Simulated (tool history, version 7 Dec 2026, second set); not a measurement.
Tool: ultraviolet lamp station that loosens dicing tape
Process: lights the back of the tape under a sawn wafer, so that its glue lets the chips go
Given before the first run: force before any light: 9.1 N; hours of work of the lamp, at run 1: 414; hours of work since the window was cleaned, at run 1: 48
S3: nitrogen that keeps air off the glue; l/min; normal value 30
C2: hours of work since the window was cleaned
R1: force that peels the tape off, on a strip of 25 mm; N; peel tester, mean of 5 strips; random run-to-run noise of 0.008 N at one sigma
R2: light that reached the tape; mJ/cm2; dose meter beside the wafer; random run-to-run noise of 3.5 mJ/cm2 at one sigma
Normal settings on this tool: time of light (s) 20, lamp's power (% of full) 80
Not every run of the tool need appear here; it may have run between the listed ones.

{"run": 1, "hour": 0.0, "time of light (s)": 20, "lamp's power (% of full)": 80, "S3": 30, "hours of work of the lamp": 414, "C2": 48, "R1": 0.407, "R2": 521}
{"run": 2, "hour": 13.4, "time of light (s)": 20, "lamp's power (% of full)": 80, "S3": 30, "hours of work of the lamp": 425, "C2": 58, "R1": 0.42, "R2": 511}
{"run": 3, "hour": 26.3, "time of light (s)": 20, "lamp's power (% of full)": 80, "S3": 14, "hours of work of the lamp": 435, "C2": 68, "R1": 0.756, "R2": 509}
{"run": 4, "hour": 34.9, "time of light (s)": 20, "lamp's power (% of full)": 80, "S3": 14, "hours of work of the lamp": 441, "C2": 75, "R1": 0.774, "R2": 509}
{"run": 5, "hour": 42.1, "time of light (s)": 20, "lamp's power (% of full)": 80, "S3": 30, "hours of work of the lamp": 447, "C2": 81, "R1": 0.409, "R2": 506}
{"run": 6, "hour": 51.1, "time of light (s)": 20, "lamp's power (% of full)": 80, "S3": 30, "hours of work of the lamp": 454, "C2": 88, "R1": 0.402, "R2": 502}
{"run": 7, "hour": 58.7, "time of light (s)": 20, "lamp's power (% of full)": 80, "S3": 30, "hours of work of the lamp": 460, "C2": 94, "R1": 0.408, "R2": 502}
{"run": 8, "hour": 66.8, "time of light (s)": 20, "lamp's power (% of full)": 90, "S3": 30, "hours of work of the lamp": 467, "C2": 100, "R1": 0.328, "R2": 565}
{"run": 9, "hour": 82.2, "time of light (s)": 20, "lamp's power (% of full)": 90, "S3": 30, "hours of work of the lamp": 479, "C2": 112, "R1": 0.322, "R2": 556}
{"run": 10, "hour": 94.2, "time of light (s)": 20, "lamp's power (% of full)": 90, "S3": 30, "hours of work of the lamp": 488, "C2": 122, "R1": 0.341, "R2": 563}
{"run": 11, "hour": 108.7, "time of light (s)": 20, "lamp's power (% of full)": 67, "S3": 16, "hours of work of the lamp": 499, "C2": 133, "R1": 1.02, "R2": 411}
{"run": 12, "hour": 119.8, "time of light (s)": 17, "lamp's power (% of full)": 94, "S3": 25, "hours of work of the lamp": 508, "C2": 142, "R1": 0.517, "R2": 491}
{"run": 13, "hour": 133.3, "time of light (s)": 17, "lamp's power (% of full)": 94, "S3": 25, "hours of work of the lamp": 519, "C2": 152, "R1": 0.498, "R2": 487}
{"run": 14, "hour": 147.5, "time of light (s)": 19, "lamp's power (% of full)": 89, "S3": 10, "hours of work of the lamp": 530, "C2": 163, "R1": 0.968, "R2": 514}
{"run": 15, "hour": 158.2, "time of light (s)": 15, "lamp's power (% of full)": 77, "S3": 29, "hours of work of the lamp": 538, "C2": 172, "R1": 0.967, "R2": 348}
{"run": 16, "hour": 173.7, "time of light (s)": 15, "lamp's power (% of full)": 77, "S3": 29, "hours of work of the lamp": 550, "C2": 184, "R1": 0.956, "R2": 349}
{"run": 17, "hour": 187.6, "time of light (s)": 27, "lamp's power (% of full)": 66, "S3": 30, "hours of work of the lamp": 561, "C2": 195, "R1": 0.367, "R2": 543}
{"run": 18, "hour": 196.7, "time of light (s)": 32, "lamp's power (% of full)": 66, "S3": 30, "hours of work of the lamp": 568, "C2": 202, "R1": 0.272, "R2": 637}
{"run": 19, "hour": 211.1, "time of light (s)": 32, "lamp's power (% of full)": 66, "S3": 30, "hours of work of the lamp": 580, "C2": 213, "R1": 0.27, "R2": 633}
{"run": 20, "hour": 222.2, "time of light (s)": 32, "lamp's power (% of full)": 66, "S3": 30, "hours of work of the lamp": 588, "C2": 222, "R1": 0.269, "R2": 628}

Predict each of these 4 candidate next runs independently; none follows another, all start after run 20:
{"run": "A", "hour": 231.6, "time of light (s)": 20, "lamp's power (% of full)": 80, "S3": 59, "hours of work of the lamp": 596, "C2": 229, "R1": "?", "R2": "?"}
{"run": "B", "hour": 231.6, "time of light (s)": 28, "lamp's power (% of full)": 81, "S3": 30, "hours of work of the lamp": 596, "C2": 229, "R1": "?", "R2": "?"}
{"run": "C", "hour": 231.6, "time of light (s)": 27, "lamp's power (% of full)": 94, "S3": 30, "hours of work of the lamp": 596, "C2": 229, "R1": "?", "R2": "?"}
{"run": "D", "hour": 231.6, "time of light (s)": 32, "lamp's power (% of full)": 78, "S3": 31, "hours of work of the lamp": 596, "C2": 229, "R1": "?", "R2": "?"}

run=A R1=0.318 R2=465
run=B R1=0.248 R2=664
run=C R1=0.211 R2=742
run=D R1=0.198 R2=728
Without the tool's unlogged condition, the same runs would have read:
run=A R1=0.225 R2=572
run=B R1=0.196 R2=816
run=C R1=0.178 R2=911
run=D R1=0.165 R2=894

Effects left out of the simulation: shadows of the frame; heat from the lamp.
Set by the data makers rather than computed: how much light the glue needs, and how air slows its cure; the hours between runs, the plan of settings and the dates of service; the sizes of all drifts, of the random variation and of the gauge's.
